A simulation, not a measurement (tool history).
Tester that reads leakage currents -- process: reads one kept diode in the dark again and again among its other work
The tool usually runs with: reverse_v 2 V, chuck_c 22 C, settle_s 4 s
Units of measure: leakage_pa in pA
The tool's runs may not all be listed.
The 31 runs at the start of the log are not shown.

run	hour	reverse_v	chuck_c	settle_s	hours of work since the probe card was cleaned	hours of work since the tester was calibrated	hours of work since the chuck was calibrated	leakage_pa
32	1068.6	3.26	22	1.64	1530	1444	428	96.68
33	1094.7	3.26	22	1.64	1548	1462	446	96.62
34	1126.5	3.26	22	1.64	1569	1483	467	97.84
35	1158.2	2	54	4	1591	1505	489	1043.11
36	1197.8	2	37	0.79	1618	1532	516	274.34
37	1244.2	2	33	1.81	1649	1563	547	197.74
38	1266.1	4.64	45	2.71	1664	1578	562	843.44
39	1295.6	3.59	22	0.81	1684	1598	582	106.7
40	1340	2	21	0.32	1714	1628	612	70.54

Consider 3 possible next runs. They are alternatives, not a sequence: every one starts from the tool as it was left by run 40. What does each give?
A	1380.3	2.95	22	4	1742	1656	640	?
B	1380.3	10.69	35	0.59	1742	1656	640	?
C	1380.3	1.46	36	0.32	1742	1656	640	?

run	leakage_pa
A	96.52
B	613.11
C	218.51
What these runs would have given with no unlogged condition in the tool:
run	leakage_pa
A	80.95
B	526.31
C	189.47
